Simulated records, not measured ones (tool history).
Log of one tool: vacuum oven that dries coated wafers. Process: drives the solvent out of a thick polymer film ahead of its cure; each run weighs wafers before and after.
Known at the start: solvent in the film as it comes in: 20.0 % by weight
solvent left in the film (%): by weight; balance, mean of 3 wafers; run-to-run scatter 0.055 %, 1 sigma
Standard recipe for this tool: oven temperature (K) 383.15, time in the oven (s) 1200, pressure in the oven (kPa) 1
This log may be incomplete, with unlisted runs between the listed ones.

run	hour	oven temperature (K)	time in the oven (s)	pressure in the oven (kPa)	solvent left in the film (%)
1	0	383.15	1200	1	2.87
2	13.1	383.15	1200	1	3
3	26.4	383.15	1200	1	2.88
4	37.3	383.15	1200	0.53	2.22
5	44.8	383.15	1200	0.53	2.19
6	57.9	383.15	1200	0.53	2.21
7	69.1	373.15	1200	0.53	4.92
8	81.3	373.15	1200	0.53	4.76
9	87.8	373.15	1200	0.53	4.82
10	102.1	383.15	1200	1.42	3.6
11	110	383.15	1200	1.42	3.38
12	124.4	383.15	1200	1.42	3.49
13	139.3	383.15	1200	1	2.97
14	149.3	383.15	1200	1	2.87
15	161.1	383.15	1200	1	2.93
16	171.1	383.15	1200	1	3
17	180	383.15	1200	3.79	6.86
18	192.9	382.15	1200	1	3.08
19	202.9	382.15	1200	1	3.19
20	218.2	391.15	1200	1	1.66
21	231.8	391.15	1200	1	1.81
22	246.3	383.15	1560	0.91	2.24
23	253.1	383.15	1560	0.91	2.25
24	262.9	371.15	1260	2.22	8.45
25	269.9	371.15	1260	2.22	8.56
26	284.9	393.15	660	2.22	4.01
27	297.4	392.15	900	3.4	4.69

Run 28 comes next. What will it give?
28	310.7	392.15	900	3.4	?

solvent left in the film (%): 4.7
On a tool with no hidden condition, and with the same random variation, this run would have come out at solvent left in the film (%) 3.92.

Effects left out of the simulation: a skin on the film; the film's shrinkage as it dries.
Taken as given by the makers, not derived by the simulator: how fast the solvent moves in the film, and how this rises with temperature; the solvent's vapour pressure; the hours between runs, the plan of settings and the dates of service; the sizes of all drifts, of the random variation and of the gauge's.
